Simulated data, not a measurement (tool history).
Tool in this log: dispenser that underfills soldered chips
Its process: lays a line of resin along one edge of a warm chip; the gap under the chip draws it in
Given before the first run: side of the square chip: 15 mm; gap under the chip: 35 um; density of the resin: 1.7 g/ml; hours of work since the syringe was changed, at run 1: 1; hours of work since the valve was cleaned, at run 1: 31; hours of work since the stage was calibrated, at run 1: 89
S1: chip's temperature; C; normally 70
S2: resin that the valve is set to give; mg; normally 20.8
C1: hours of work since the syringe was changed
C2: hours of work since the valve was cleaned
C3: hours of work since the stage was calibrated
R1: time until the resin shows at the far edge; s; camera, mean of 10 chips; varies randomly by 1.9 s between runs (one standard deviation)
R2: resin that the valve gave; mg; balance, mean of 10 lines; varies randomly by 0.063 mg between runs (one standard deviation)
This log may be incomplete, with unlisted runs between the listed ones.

run	hour	S1	S2	C1	C2	C3	R1	R2
1	0.0	70	20.8	1	31	89	192.9	20.49
2	4.7	70	20.8	5	35	92	230.3	20.39
3	9.7	70	20.8	8	39	96	269.7	20.50
# hour 13.7: new syringe of resin
4	17.4	70	20.8	3	44	101	206.5	20.40
5	21.7	70	20.8	6	47	105	242.5	20.40
6	25.8	58	26.9	9	50	108	390.9	26.21
# hour 28.6: new syringe of resin
7	30.2	58	26.9	1	53	111	274.8	26.12
8	33.7	70	18.7	4	56	113	222.1	18.20
9	38.7	57	21.9	8	60	117	385.5	21.32
# hour 43.6: new syringe of resin
10	44.2	73	21.6	0	64	121	168.9	20.85

Describe how what the log doesn't record of the tool's condition differs between the last listed run preceding each entry between runs and the first listed run following it.
Run 3 -> run 4: new syringe of resin (hour 13.7)
  resin's viscosity, % of fresh resin's: 146 -> 114.3; dose that the valve gives, % of what is set: 98.01 -> 97.75; true chip temperature over the reading, C: 0.34 -> 0.38
  difference, measured minus the result without the unlogged condition, R1: +83.8 -> +24.4 s; R2: -0.42 -> -0.47 mg
Run 6 -> run 7: new syringe of resin (hour 28.6)
  resin's viscosity, % of fresh resin's: 151.3 -> 105.5; dose that the valve gives, % of what is set: 97.42 -> 97.28; true chip temperature over the reading, C: 0.43 -> 0.45
  difference, measured minus the result without the unlogged condition, R1: +129.3 -> +10.8 s; R2: -0.69 -> -0.73 mg
Run 9 -> run 10: new syringe of resin (hour 43.6)
  resin's viscosity, % of fresh resin's: 140.1 -> 102; dose that the valve gives, % of what is set: 96.97 -> 96.79; true chip temperature over the reading, C: 0.5 -> 0.53
  difference, measured minus the result without the unlogged condition, R1: +106.8 -> +1.4 s; R2: -0.66 -> -0.70 mg
